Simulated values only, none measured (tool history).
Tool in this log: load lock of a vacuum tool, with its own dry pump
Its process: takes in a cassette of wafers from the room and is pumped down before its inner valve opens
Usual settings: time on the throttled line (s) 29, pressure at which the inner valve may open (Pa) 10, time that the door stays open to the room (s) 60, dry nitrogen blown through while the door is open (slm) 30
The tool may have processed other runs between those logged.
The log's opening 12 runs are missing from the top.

run	hour	time on the throttled line (s)	pressure at which the inner valve may open (Pa)	time that the door stays open to the room (s)	dry nitrogen blown through while the door is open (slm)	hours that the pump has run since its overhaul	times that the door has closed on its seal	incoming humidity of the room's air, %	time from the closed door until the inner valve may open (s)	rise of the pressure with all valves shut (Pa/min)
13	2847.4	29	10	60	30	6624	16120	44.2	76.8	0.126
14	3022.6	29	10	60	30	6799	16459	42.5	76.8	0.118
15	3220.6	29	10	60	30	6997	16841	42.9	76.4	0.121
16	3352	29	10	60	30	7128	17095	45	77.2	0.132
17	3526.5	29	10	46	30	7303	17432	48.2	77.7	0.13
18	3776.8	38	10	60	30	7553	17916	45	83.5	0.138
19	4072.4	26	10	60	30	7849	18487	44.2	75.5	0.138
20	4274.3	42	7	195	26	8050	18878	45.6	90.2	0.157
21	4538.9	42	7	195	26	8315	19389	45.4	90	0.167
22	4694.7	42	18	195	6	8471	19690	43.2	84.3	0.199
23	5007	34	13	195	6	8783	20294	44.7	80.8	0.208
24	5284.7	55	11	60	30	9061	20831	43.2	96.8	0.164
25	5435.2	55	11	60	30	9211	21121	42.7	97.4	0.164
26	5722.1	55	11	217	20	9498	21676	45.3	96.2	0.194
27	5974	26	14	33	7	9750	22163	44.6	74.8	0.191
28	6230.3	18	13	39	4	10006	22658	45.4	69.6	0.211
29	6510.2	29	14	155	17	10286	23199	44.4	78.2	0.211
30	6797	29	10	85	8	10573	23753	42	80.5	0.219
31	7059.4	52	19	110	30	10836	24260	43.1	92.3	0.215
32	7195.1	20	10	60	23	10971	24523	44.6	74.4	0.221
33	7381.6	29	10	151	6	11158	24883	45.9	80.6	0.256
34	7625.1	29	10	172	6	11401	25354	47.9	80.7	0.267
35	7799.7	53	10	73	30	11576	25691	46.4	98	0.228
36	8063.7	53	10	73	30	11840	26201	45.7	98.6	0.235

4 options for the next run, each taken on its own from the tool as it stands now. Forecast them:
A	8229.3	29	12	233	6	12005	26521	45.3	?	?
B	8229.3	29	9	29	30	12005	26521	49.1	?	?
C	8229.3	39	10	73	8	12005	26521	46.8	?	?
D	8229.3	34	10	73	30	12005	26521	42.8	?	?

run	time from the closed door until the inner valve may open (s)	rise of the pressure with all valves shut (Pa/min)
A	81.1	0.29
B	82.5	0.239
C	88.2	0.251
D	84.5	0.239
Stripped of hidden state, with their random variation kept, the same runs would have yielded:
run	time from the closed door until the inner valve may open (s)	rise of the pressure with all valves shut (Pa/min)
A	70.1	0.069
B	71.2	0.019
C	77.5	0.034
D	73.6	0.017
